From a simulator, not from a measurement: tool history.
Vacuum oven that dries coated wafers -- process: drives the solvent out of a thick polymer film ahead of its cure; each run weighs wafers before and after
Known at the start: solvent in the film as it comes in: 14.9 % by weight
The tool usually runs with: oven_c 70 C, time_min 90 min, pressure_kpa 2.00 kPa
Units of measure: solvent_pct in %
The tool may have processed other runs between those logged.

{"run": 1, "hour": 0.0, "oven_c": 70, "time_min": 90, "pressure_kpa": 2.0, "solvent_pct": 3.66}
{"run": 2, "hour": 13.5, "oven_c": 70, "time_min": 90, "pressure_kpa": 2.0, "solvent_pct": 3.79}
{"run": 3, "hour": 24.9, "oven_c": 70, "time_min": 90, "pressure_kpa": 2.0, "solvent_pct": 3.82}
{"run": 4, "hour": 35.1, "oven_c": 70, "time_min": 141, "pressure_kpa": 2.0, "solvent_pct": 2.37}
{"run": 5, "hour": 44.0, "oven_c": 55, "time_min": 90, "pressure_kpa": 2.0, "solvent_pct": 7.62}
{"run": 6, "hour": 58.3, "oven_c": 55, "time_min": 90, "pressure_kpa": 2.0, "solvent_pct": 7.65}
{"run": 7, "hour": 70.4, "oven_c": 55, "time_min": 90, "pressure_kpa": 2.0, "solvent_pct": 7.51}
{"run": 8, "hour": 82.5, "oven_c": 79, "time_min": 90, "pressure_kpa": 2.0, "solvent_pct": 1.93}
{"run": 9, "hour": 96.1, "oven_c": 62, "time_min": 56, "pressure_kpa": 6.21, "solvent_pct": 10.02}
{"run": 10, "hour": 103.8, "oven_c": 70, "time_min": 48, "pressure_kpa": 1.13, "solvent_pct": 5.73}
{"run": 11, "hour": 115.1, "oven_c": 70, "time_min": 120, "pressure_kpa": 1.13, "solvent_pct": 2.2}

Consider 3 possible next runs. They are alternatives, not a sequence: every one starts from the tool as it was left by run 11. What does each give?
{"run": "A", "hour": 131.9, "oven_c": 70, "time_min": 120, "pressure_kpa": 2.39, "solvent_pct": "?"}
{"run": "B", "hour": 131.9, "oven_c": 70, "time_min": 102, "pressure_kpa": 1.31, "solvent_pct": "?"}
{"run": "C", "hour": 131.9, "oven_c": 56, "time_min": 90, "pressure_kpa": 5.2, "solvent_pct": "?"}

run=A solvent_pct=3.09
run=B solvent_pct=2.89
run=C solvent_pct=10.26
What these runs would have given with no unlogged condition in the tool:
run=A solvent_pct=2.59
run=B solvent_pct=2.40
run=C solvent_pct=9.44

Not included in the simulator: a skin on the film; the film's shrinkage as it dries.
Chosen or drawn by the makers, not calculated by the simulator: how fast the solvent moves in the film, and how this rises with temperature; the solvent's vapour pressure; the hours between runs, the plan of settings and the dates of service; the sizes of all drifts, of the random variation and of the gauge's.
